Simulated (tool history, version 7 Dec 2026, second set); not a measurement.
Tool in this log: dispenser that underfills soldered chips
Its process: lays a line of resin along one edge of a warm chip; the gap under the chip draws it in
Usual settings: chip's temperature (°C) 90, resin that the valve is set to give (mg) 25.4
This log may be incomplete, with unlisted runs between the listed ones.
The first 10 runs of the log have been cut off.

run	hour	chip's temperature (°C)	resin that the valve is set to give (mg)	time until the resin shows at the far edge (s)	resin that the valve gave (mg)
# hour 56.1: new syringe of resin
11	56.9	84	25.4	20.7	25.13
12	64.1	84	25.4	29.5	24.92
# hour 65.7: new syringe of resin
13	69.6	84	25.4	24.9	24.91
# hour 74.9: new syringe of resin
14	75.8	84	25.4	20.1	24.77
15	82	97	25.4	18.7	24.8
# hour 84.4: new syringe of resin
16	88.7	102	25.4	14.8	24.62
# hour 93.7: new syringe of resin
17	95.3	99	25.4	14.4	24.66
18	100.7	99	25.4	18.5	24.57
# hour 103.1: new syringe of resin
19	104.9	99	25.4	14	24.47
20	108.7	77	25	30.8	24.09
# hour 112.7: dispensing valve cleaned and set on the balance
# hour 113.7: new syringe of resin
21	116.2	94	27.4	17.2	27.63
# hour 122.9: new syringe of resin
22	123.3	103	23.7	12	23.59
23	127.2	103	23.7	14.6	23.41
# hour 132.4: new syringe of resin
24	132.8	103	23.7	12.4	23.55
25	136.7	103	27.3	14.6	27.09
26	140.5	90	28	24.4	27.53
# hour 141.6: new syringe of resin
27	145.6	102	25.4	15.7	24.89
# hour 150.8: new syringe of resin
28	150.9	102	25.4	12.1	24.93
29	157.4	91	31.2	22.1	30.49
# hour 160: new syringe of resin
30	164	83	22.1	24.8	21.61
31	167	92	30.3	22.1	29.4
# hour 169.3: new syringe of resin
32	170.9	91	22.3	17.5	21.59

Consider 4 possible next runs. They are alternatives, not a sequence: every one starts from the tool as it was left by run 32. What does each give?
A	175.5	87	31.5	?	?
B	175.5	90	22.3	?	?
C	175.5	91	22.2	?	?
D	175.5	81	22.1	?	?

run	time until the resin shows at the far edge (s)	resin that the valve gave (mg)
A	22.8	30.54
B	22.4	21.67
C	22.3	21.52
D	29	21.37
Stripped of hidden state, with their random variation kept, the same runs would have yielded:
run	time until the resin shows at the far edge (s)	resin that the valve gave (mg)
A	17.4	31.47
B	17.2	22.33
C	17.2	22.18
D	22.3	22.03
